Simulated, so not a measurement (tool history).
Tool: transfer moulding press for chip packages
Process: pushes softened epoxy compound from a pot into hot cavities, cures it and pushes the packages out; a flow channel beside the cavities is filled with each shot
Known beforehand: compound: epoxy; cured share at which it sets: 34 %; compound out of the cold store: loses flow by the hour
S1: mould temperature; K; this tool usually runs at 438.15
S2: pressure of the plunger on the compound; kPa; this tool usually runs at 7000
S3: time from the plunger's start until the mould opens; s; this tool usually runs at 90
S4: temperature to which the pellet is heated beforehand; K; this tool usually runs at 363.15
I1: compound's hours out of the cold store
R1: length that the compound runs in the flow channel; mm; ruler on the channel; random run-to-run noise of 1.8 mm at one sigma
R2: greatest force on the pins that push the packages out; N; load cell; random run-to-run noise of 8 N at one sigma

run     day      S1    S2   S3      S4    I1   R1   R2
  1       0  438.15  7000   90  363.15  10.2  940  354
  2     2.7  438.15  6650   90  363.15  35.7  808  347
        3.6  -- cavities cleaned with cleaning compound and waxed
      5.658  -- plunger's sealing rings changed
  3    6.35  438.15  6650   90  363.15  31.9  819  348
      7.192  -- cavities cleaned with cleaning compound and waxed
  4   8.654  444.15  6650   90  363.15  43.4  765  304
     10.758  -- cavities cleaned with cleaning compound and waxed
  5  10.971  444.15  6650   90  363.15  16.3  872  314
     14.246  -- cavities cleaned with cleaning compound and waxed
  6  14.454  434.15  7000   90  363.15    10  950  413
     17.846  -- cavities cleaned with cleaning compound and waxed
  7  17.971  434.15  7000   90  363.15    24  883  400
     20.021  -- plunger's sealing rings changed
  8  21.133  434.15  7000   90  363.15  11.9  940  431
     21.412  -- cavities cleaned with cleaning compound and waxed
  9  23.796  438.15  7000  130  363.15  41.7  804  313
     24.875  -- cavities cleaned with cleaning compound and waxed
 10  26.238  438.15  7000   90  363.15  43.4  799  338
       28.5  -- cavities cleaned with cleaning compound and waxed
 11  28.579  438.15  7000   90  363.15  10.3  937  363
 12  30.579  439.15  7000   90  363.15  21.6  884  350
     32.029  -- cavities cleaned with cleaning compound and waxed
 13  32.683  438.15  7000   90  363.15  44.7  795  338
     34.296  -- plunger's sealing rings changed
     35.692  -- cavities cleaned with cleaning compound and waxed
 14  35.692  438.15  7000   90  363.15  23.8  876  330
 15  38.762  438.15  7000   72  363.15  24.9  873  497
     39.304  -- mould's thermocouples calibrated
     39.367  -- cavities cleaned with cleaning compound and waxed
 16  40.633  438.15  7000   72  358.15    18  905  521
     42.917  -- cavities cleaned with cleaning compound and waxed
 17  44.054  438.15  8240   90  363.15  18.9  972  348
     46.633  -- cavities cleaned with cleaning compound and waxed
 18  47.275  435.15  7000  109  363.15  41.2  814  314
     48.725  -- plunger's sealing rings changed
 19  49.333  438.15  6080  110  363.15   8.5  882  309
     50.225  -- cavities cleaned with cleaning compound and waxed
 20  50.829  444.15  6810  111  357.15  47.5  758  301
     53.842  -- cavities cleaned with cleaning compound and waxed
 21  54.325  444.15  6810  111  357.15    14  894  308
 22  56.512  442.15  7200  112  367.15  26.4  868  300
     57.392  -- cavities cleaned with cleaning compound and waxed
 23  58.892  439.15  6230  125  360.15  27.4  810  303
     61.038  -- cavities cleaned with cleaning compound and waxed
 24  62.312  438.15  7000   90  354.15  46.4  785  347
       63.1  -- plunger's sealing rings changed
     64.662  -- cavities cleaned with cleaning compound and waxed
 25  64.908  443.15  7000   90  363.15  42.2  791  303
 26  66.404  438.15  5300   84  363.15  38.1  712  369
     68.254  -- cavities cleaned with cleaning compound and waxed
 27  68.433  438.15  5300   84  363.15   8.9  823  378

Forecast each of these 3 alternatives for the next run:
  A  70.929  445.15  5300  115  360.15  40.7   ?   ?
  B  70.929  438.15  6890   70  363.15    39   ?   ?
  C  70.929  439.15  7000   90  354.15  39.5   ?   ?

run   R1   R2
  A  688  316
  B  809  527
  C  813  334
The same runs, with their run-to-run variation unchanged, on a tool lacking any hidden condition would have given:
run   R1   R2
  A  689  312
  B  809  520
  C  813  330
